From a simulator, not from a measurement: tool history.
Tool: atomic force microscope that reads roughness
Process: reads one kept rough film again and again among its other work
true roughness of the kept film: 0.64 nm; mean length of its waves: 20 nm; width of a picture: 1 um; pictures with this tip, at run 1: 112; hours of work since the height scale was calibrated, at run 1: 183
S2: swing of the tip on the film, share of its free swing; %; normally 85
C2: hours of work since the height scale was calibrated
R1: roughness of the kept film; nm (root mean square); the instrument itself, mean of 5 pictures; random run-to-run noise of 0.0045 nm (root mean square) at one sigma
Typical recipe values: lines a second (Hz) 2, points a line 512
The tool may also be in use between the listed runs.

Run 1, day 0: usual settings; pictures with this tip 112; C2 183. Result: R1 0.419 nm (root mean square).
At day 0.104: new tip fitted.
Run 2, day 0.708: usual settings; pictures with this tip 30; C2 193. Result: R1 0.482 nm (root mean square).
Run 3, day 1.354: usual settings; pictures with this tip 63; C2 203. Result: R1 0.462 nm (root mean square).
Run 4, day 2.221: usual settings; pictures with this tip 107; C2 216. Result: R1 0.425 nm (root mean square).
At day 2.371: new tip fitted.
Run 5, day 3.121: usual settings; pictures with this tip 39; C2 229. Result: R1 0.48 nm (root mean square).
Run 6, day 3.538: usual settings but points a line 317; pictures with this tip 60; C2 235. Result: R1 0.453 nm (root mean square).
Run 7, day 4.375: usual settings; pictures with this tip 103; C2 247. Result: R1 0.425 nm (root mean square).
At day 4.692: new tip fitted.
Run 8, day 4.879: usual settings; pictures with this tip 9; C2 254. Result: R1 0.505 nm (root mean square).
Run 9, day 5.742: usual settings but S2 67 %; pictures with this tip 53; C2 267. Result: R1 0.5 nm (root mean square).
Run 10, day 6.442: usual settings but S2 67 %; pictures with this tip 89; C2 278. Result: R1 0.481 nm (root mean square).
Run 11, day 6.812: usual settings but S2 67 %; pictures with this tip 108; C2 283. Result: R1 0.463 nm (root mean square).
At day 6.958: new tip fitted.
Run 12, day 7.446: usual settings; pictures with this tip 25; C2 292. Result: R1 0.487 nm (root mean square).
Run 13, day 8.083: usual settings but S2 63 %; pictures with this tip 58; C2 302. Result: R1 0.516 nm (root mean square).
Run 14, day 8.729: usual settings but lines a second (Hz) 0.83, S2 67 %, points a line 539; pictures with this tip 91; C2 311. Result: R1 0.497 nm (root mean square).
At day 9.238: new tip fitted.
Run 15, day 9.538: usual settings but lines a second (Hz) 3.45, S2 61 %; pictures with this tip 15; C2 323. Result: R1 0.538 nm (root mean square).
Run 16, day 10.033: usual settings but lines a second (Hz) 3.45, S2 61 %; pictures with this tip 40; C2 330. Result: R1 0.516 nm (root mean square).
Run 17, day 10.492: usual settings but lines a second (Hz) 0.82, S2 76 %; pictures with this tip 64; C2 337. Result: R1 0.512 nm (root mean square).
At day 10.608: height scale calibrated on a step standard.
Run 18, day 11.129: usual settings but lines a second (Hz) 2.34, S2 80 %, points a line 526; pictures with this tip 94; C2 8. Result: R1 0.439 nm (root mean square).
At day 11.533: new tip fitted.
Run 19, day 11.558: usual settings but lines a second (Hz) 3.45, S2 75 %, points a line 459; pictures with this tip 1; C2 14. Result: R1 0.506 nm (root mean square).
Run 20, day 12.417: usual settings but S2 62 %; pictures with this tip 45; C2 26. Result: R1 0.525 nm (root mean square).
Run 21, day 12.921: usual settings but S2 62 %; pictures with this tip 71; C2 34. Result: R1 0.497 nm (root mean square).
Run 22, day 13.471: usual settings but lines a second (Hz) 3.12, S2 61 %; pictures with this tip 98; C2 42. Result: R1 0.469 nm (root mean square).
At day 13.804: new tip fitted.
Run 23, day 14.254: usual settings but lines a second (Hz) 3.12, S2 61 %; pictures with this tip 23; C2 53. Result: R1 0.538 nm (root mean square).
At day 14.767: height scale calibrated on a step standard, once more.
Run 24, day 15.133: usual settings but points a line 759; pictures with this tip 66; C2 5. Result: R1 0.457 nm (root mean square).
Run 25, day 15.788: usual settings but lines a second (Hz) 3.11, points a line 510; pictures with this tip 100; C2 15. Result: R1 0.402 nm (root mean square).
At day 16.079: new tip fitted.
Run 26, day 16.212: usual settings but S2 56 %, points a line 582; pictures with this tip 6; C2 21. Result: R1 0.577 nm (root mean square).

Selected run-to-run steps in R1, each split into two signed amounts: the part the tool would show with no hidden state at all (from settings, incoming material and random variation), and the remainder, which goes to the hidden state together with any gauge scatter not common to the measured and the hidden-state-free results:
Hidden conditions of the tool in this case: radius of the tip, nm; height scale over the true one, %; drift of the gauge itself on roughness_nm, %.
Run 7 -> 8: new tip fitted. R1 +0.08 nm (root mean square): hidden state +0.076, all else +0.004.
Run 11 -> 12: S2 67 -> 85, new tip fitted. R1 +0.024 nm (root mean square): hidden state +0.071, all else -0.047.
Run 23 -> 24: lines a second (Hz) 3.12 -> 2, S2 61 -> 85, points a line 512 -> 759, height scale calibrated on a step standard, once more. R1 -0.081 nm (root mean square): hidden state -0.035, all else -0.046.
Run 25 -> 26: lines a second (Hz) 3.11 -> 2, S2 85 -> 56, points a line 510 -> 582, new tip fitted. R1 +0.175 nm (root mean square): hidden state +0.067, all else +0.108.
